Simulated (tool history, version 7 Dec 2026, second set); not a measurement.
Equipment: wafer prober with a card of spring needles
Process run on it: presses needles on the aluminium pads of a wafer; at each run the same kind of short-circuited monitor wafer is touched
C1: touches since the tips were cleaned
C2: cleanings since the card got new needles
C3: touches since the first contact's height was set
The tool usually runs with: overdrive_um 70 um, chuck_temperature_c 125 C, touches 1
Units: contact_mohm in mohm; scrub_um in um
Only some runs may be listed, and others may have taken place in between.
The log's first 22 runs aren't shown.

{"hour": 159.0, "done": "tips cleaned on abrasive film"}
{"run": 23, "hour": 161.7, "overdrive_um": 70, "chuck_temperature_c": 99, "touches": 1, "C1": 944, "C2": 16, "C3": 12962, "contact_mohm": 305, "scrub_um": 15.25}
{"run": 24, "hour": 169.1, "overdrive_um": 70, "chuck_temperature_c": 41, "touches": 3, "C1": 3489, "C2": 16, "C3": 15507, "contact_mohm": 274, "scrub_um": 15.21}
{"hour": 175.1, "done": "tips cleaned on abrasive film"}
{"run": 25, "hour": 177.0, "overdrive_um": 70, "chuck_temperature_c": 41, "touches": 3, "C1": 657, "C2": 17, "C3": 18240, "contact_mohm": 255, "scrub_um": 15.21}
{"run": 26, "hour": 183.3, "overdrive_um": 55, "chuck_temperature_c": 47, "touches": 1, "C1": 2855, "C2": 17, "C3": 20438, "contact_mohm": 378, "scrub_um": 11.94}
{"hour": 191.1, "done": "tips cleaned on abrasive film"}
{"run": 27, "hour": 191.1, "overdrive_um": 55, "chuck_temperature_c": 47, "touches": 1, "C1": 0, "C2": 18, "C3": 23122, "contact_mohm": 266, "scrub_um": 11.89}
{"run": 28, "hour": 199.4, "overdrive_um": 55, "chuck_temperature_c": 47, "touches": 1, "C1": 2875, "C2": 18, "C3": 25997, "contact_mohm": 374, "scrub_um": 11.93}
{"run": 29, "hour": 206.7, "overdrive_um": 55, "chuck_temperature_c": 62, "touches": 1, "C1": 5438, "C2": 18, "C3": 28560, "contact_mohm": 396, "scrub_um": 11.91}
{"hour": 207.4, "done": "tips cleaned on abrasive film"}
{"run": 30, "hour": 215.6, "overdrive_um": 55, "chuck_temperature_c": 62, "touches": 1, "C1": 2843, "C2": 19, "C3": 31605, "contact_mohm": 378, "scrub_um": 11.88}
{"run": 31, "hour": 220.7, "overdrive_um": 55, "chuck_temperature_c": 62, "touches": 1, "C1": 4631, "C2": 19, "C3": 33393, "contact_mohm": 392, "scrub_um": 11.9}
{"hour": 223.6, "done": "tips cleaned on abrasive film"}
{"run": 32, "hour": 229.7, "overdrive_um": 70, "chuck_temperature_c": 70, "touches": 1, "C1": 2120, "C2": 20, "C3": 36492, "contact_mohm": 330, "scrub_um": 15.2}
{"hour": 239.6, "done": "tips cleaned on abrasive film"}
{"run": 33, "hour": 239.6, "overdrive_um": 70, "chuck_temperature_c": 70, "touches": 2, "C1": 0, "C2": 21, "C3": 39909, "contact_mohm": 255, "scrub_um": 15.16}

Alternative continuations, all from the tool just after run 33; predict every row:
{"run": "A", "hour": 245.5, "overdrive_um": 70, "chuck_temperature_c": 53, "touches": 2, "C1": 2053, "C2": 21, "C3": 41962, "contact_mohm": "?", "scrub_um": "?"}
{"run": "B", "hour": 245.5, "overdrive_um": 70, "chuck_temperature_c": 125, "touches": 1, "C1": 2053, "C2": 21, "C3": 41962, "contact_mohm": "?", "scrub_um": "?"}
{"run": "C", "hour": 245.5, "overdrive_um": 83, "chuck_temperature_c": 25, "touches": 2, "C1": 2053, "C2": 21, "C3": 41962, "contact_mohm": "?", "scrub_um": "?"}
{"run": "D", "hour": 245.5, "overdrive_um": 70, "chuck_temperature_c": 90, "touches": 1, "C1": 2053, "C2": 21, "C3": 41962, "contact_mohm": "?", "scrub_um": "?"}

run=A contact_mohm=294 scrub_um=15.15
run=B contact_mohm=334 scrub_um=15.16
run=C contact_mohm=273 scrub_um=18.02
run=D contact_mohm=326 scrub_um=15.11
Stripped of hidden state, with their random variation kept, the same runs would have yielded:
run=A contact_mohm=250 scrub_um=15.33
run=B contact_mohm=269 scrub_um=15.34
run=C contact_mohm=238 scrub_um=18.2
run=D contact_mohm=258 scrub_um=15.29
